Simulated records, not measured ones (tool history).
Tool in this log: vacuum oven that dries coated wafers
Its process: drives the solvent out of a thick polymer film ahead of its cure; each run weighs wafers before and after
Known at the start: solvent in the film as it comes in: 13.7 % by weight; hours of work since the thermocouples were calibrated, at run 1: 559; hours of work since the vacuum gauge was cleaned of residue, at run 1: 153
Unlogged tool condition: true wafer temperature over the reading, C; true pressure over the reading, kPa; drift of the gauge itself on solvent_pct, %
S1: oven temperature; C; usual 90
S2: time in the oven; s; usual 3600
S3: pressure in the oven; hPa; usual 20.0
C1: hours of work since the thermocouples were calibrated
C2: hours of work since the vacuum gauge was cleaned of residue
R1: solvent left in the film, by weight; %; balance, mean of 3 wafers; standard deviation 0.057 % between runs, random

run	hour	S1	S2	S3	C1	C2	R1
1	0.0	90	3600	20.0	559	153	2.86
2	30.3	90	3600	20.0	573	166	2.92
3	52.5	90	3600	20.0	583	176	2.94
4	72.4	90	3600	20.0	592	185	2.91
5	89.2	90	3600	20.0	599	193	2.96
6	111.4	90	3600	20.0	609	203	2.93
7	127.9	90	3600	20.0	617	211	2.98
8	146.9	78	3600	20.0	626	219	5.66
9	161.5	78	3480	20.0	632	226	5.74
10	185.6	90	2880	20.0	643	237	3.73
11	206.2	105	3720	15.8	652	246	0.87
12	229.8	90	6180	20.0	663	257	1.54
13	242.3	90	1860	37.0	669	262	5.99
14	266.7	91	2280	11.7	680	273	3.95

Predict each of these 3 candidate next runs independently; none follows another, all start after run 14:
A	283.6	90	3600	20.2	687	281	?
B	283.6	91	1860	18.0	687	281	?
C	283.6	93	3840	12.2	687	281	?

run	R1
A	2.98
B	5.05
C	1.92
Without the tool's hidden state the same runs would have given:
run	R1
A	2.67
B	4.72
C	1.67
